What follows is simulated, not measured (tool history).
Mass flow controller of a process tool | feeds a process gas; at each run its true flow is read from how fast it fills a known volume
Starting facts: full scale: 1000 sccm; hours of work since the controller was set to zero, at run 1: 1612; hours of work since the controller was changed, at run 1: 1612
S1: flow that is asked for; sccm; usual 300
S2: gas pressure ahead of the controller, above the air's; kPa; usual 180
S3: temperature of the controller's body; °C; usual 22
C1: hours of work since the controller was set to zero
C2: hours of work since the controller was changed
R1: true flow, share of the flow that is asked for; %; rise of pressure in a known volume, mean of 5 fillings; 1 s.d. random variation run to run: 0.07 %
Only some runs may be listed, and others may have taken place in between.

run,day,S1,S2,S3,C1,C2,R1
1,0.000,300,180,22,1612,1612,97.51
2,4.292,300,180,22,1654,1654,97.38
3,6.367,300,180,22,1674,1674,97.43
4,8.892,300,180,22,1699,1699,97.38
5,13.317,300,180,22,1742,1742,97.29
6,16.112,300,251,22,1769,1769,97.60
7,19.821,300,251,22,1806,1806,97.56
8,23.725,300,180,22,1844,1844,97.33
9,27.933,300,180,22,1885,1885,97.21
10,31.667,300,178,22,1921,1921,97.32
11,34.417,300,178,22,1948,1948,97.26
12,38.308,300,178,22,1986,1986,97.15
13,42.529,300,180,24,2028,2028,97.13
14,45.438,300,180,24,2056,2056,97.23
15,48.204,300,180,24,2083,2083,97.22
16,51.012,300,157,22,2110,2110,96.90
17,53.596,300,157,22,2136,2136,96.90
18,55.679,300,180,22,2156,2156,97.05
19,57.808,300,180,22,2177,2177,96.89
20,61.650,300,180,22,2214,2214,97.05
21,64.458,374,180,20,2242,2242,97.01
22,66.504,300,229,40,2262,2262,98.73
23,70.504,300,229,40,2301,2301,98.67
24,74.542,508,233,22,2341,2341,97.67
25,78.838,508,164,29,2382,2382,98.01
26,82.342,300,148,22,2417,2417,96.64
27,85.371,587,194,21,2446,2446,97.38
28,88.654,757,194,21,2478,2478,97.87
29,92.992,215,181,23,2521,2521,96.38
30,96.833,946,187,23,2558,2558,98.23
31,99.671,946,187,23,2586,2586,98.21
32,102.342,946,183,38,2612,2612,99.50
33,104.862,292,270,22,2637,2637,97.03
34,108.067,519,180,39,2668,2668,98.76
35,111.467,519,180,39,2701,2701,98.79
36,113.262,239,257,25,2719,2719,96.90
37,116.742,300,180,25,2753,2753,96.77
38,120.167,300,180,25,2787,2787,96.83

Alternative continuations, all from the tool just after run 38; predict every row:
A,122.896,410,255,39,2813,2813,?
B,122.896,300,180,24,2813,2813,?
C,122.896,742,180,22,2813,2813,?
D,122.896,245,180,32,2813,2813,?
E,122.896,226,180,22,2813,2813,?

run,R1
A,98.67
B,96.55
C,97.66
D,97.03
E,96.08
Had the tool no hidden state, the same runs would have come out as:
run,R1
A,100.64
B,98.76
C,99.33
D,99.45
E,98.60
